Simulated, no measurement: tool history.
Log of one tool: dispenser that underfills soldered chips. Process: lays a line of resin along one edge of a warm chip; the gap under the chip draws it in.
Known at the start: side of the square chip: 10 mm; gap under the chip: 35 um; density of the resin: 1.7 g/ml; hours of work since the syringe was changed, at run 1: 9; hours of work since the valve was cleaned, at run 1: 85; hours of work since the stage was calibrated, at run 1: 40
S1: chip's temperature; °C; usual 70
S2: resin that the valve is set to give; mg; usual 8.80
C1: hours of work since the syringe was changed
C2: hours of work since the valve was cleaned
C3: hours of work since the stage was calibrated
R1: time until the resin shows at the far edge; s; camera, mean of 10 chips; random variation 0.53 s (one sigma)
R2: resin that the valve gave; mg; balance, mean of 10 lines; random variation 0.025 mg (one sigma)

run,hour,S1,S2,C1,C2,C3,R1,R2
1,0.0,70,8.80,9,85,40,75.7,8.49
# hour 1.6: new syringe of resin
2,4.5,70,8.80,2,88,44,51.3,8.53
3,7.8,70,8.80,5,91,46,58.6,8.47
4,10.3,70,8.80,7,92,48,66.8,8.47
# hour 14.4: new syringe of resin
5,15.0,70,9.03,0,96,51,44.9,8.74
6,19.3,70,9.03,4,99,55,56.0,8.68
7,24.3,59,8.80,8,103,59,121.9,8.43
# hour 27.2: new syringe of resin
8,27.4,59,8.80,0,105,61,77.4,8.43
9,32.0,59,8.80,4,109,64,95.5,8.40
10,36.6,78,8.80,7,113,68,47.5,8.44
# hour 40.0: new syringe of resin
11,40.7,80,8.80,1,115,71,28.1,8.42
12,42.7,80,8.80,2,117,73,31.3,8.41
13,44.8,70,8.80,4,119,74,55.1,8.37
14,49.6,70,11.07,7,122,78,68.4,10.56
# hour 52.8: new syringe of resin
15,53.9,70,11.07,1,126,81,45.8,10.48
# hour 57.1: dispensing valve cleaned and set on the balance
16,58.9,70,8.80,4,1,84,56.5,8.78
17,61.6,70,8.80,6,4,86,64.8,8.80
18,64.4,70,8.80,8,6,88,72.8,8.80
# hour 66.5: new syringe of resin
19,68.0,70,9.82,1,8,91,46.9,9.87
20,71.9,64,9.88,4,11,94,75.4,9.86
21,74.4,82,8.32,6,13,96,37.2,8.28
22,78.1,70,11.05,9,16,99,75.8,10.96
# hour 79.2: new syringe of resin
23,82.6,70,11.05,3,19,102,51.3,10.97
24,87.5,83,8.99,6,23,106,36.2,8.96
25,90.5,83,8.99,9,26,108,41.8,8.96
# hour 91.9: new syringe of resin
26,94.8,83,8.99,2,29,111,27.6,8.92
27,98.2,83,8.99,5,31,114,32.8,8.90
28,100.9,76,9.22,7,33,116,50.2,9.12
29,103.8,64,9.56,9,36,118,101.6,9.44
# hour 104.6: new syringe of resin
30,107.9,76,10.08,3,39,121,38.2,9.96
31,112.9,62,9.01,6,43,125,96.2,8.89
32,116.5,62,9.01,9,45,128,116.7,8.86
# hour 117.5: new syringe of resin
33,121.1,72,7.99,3,49,132,49.7,7.85

The next listed run, before its measurement:
34,124.4,72,10.25,5,51,134,?,?

{"run 34": {"R1": 55.6, "R2": 10.07}}
Without the tool's hidden state the same run would have given R1 39.2 s, R2 10.26 mg.
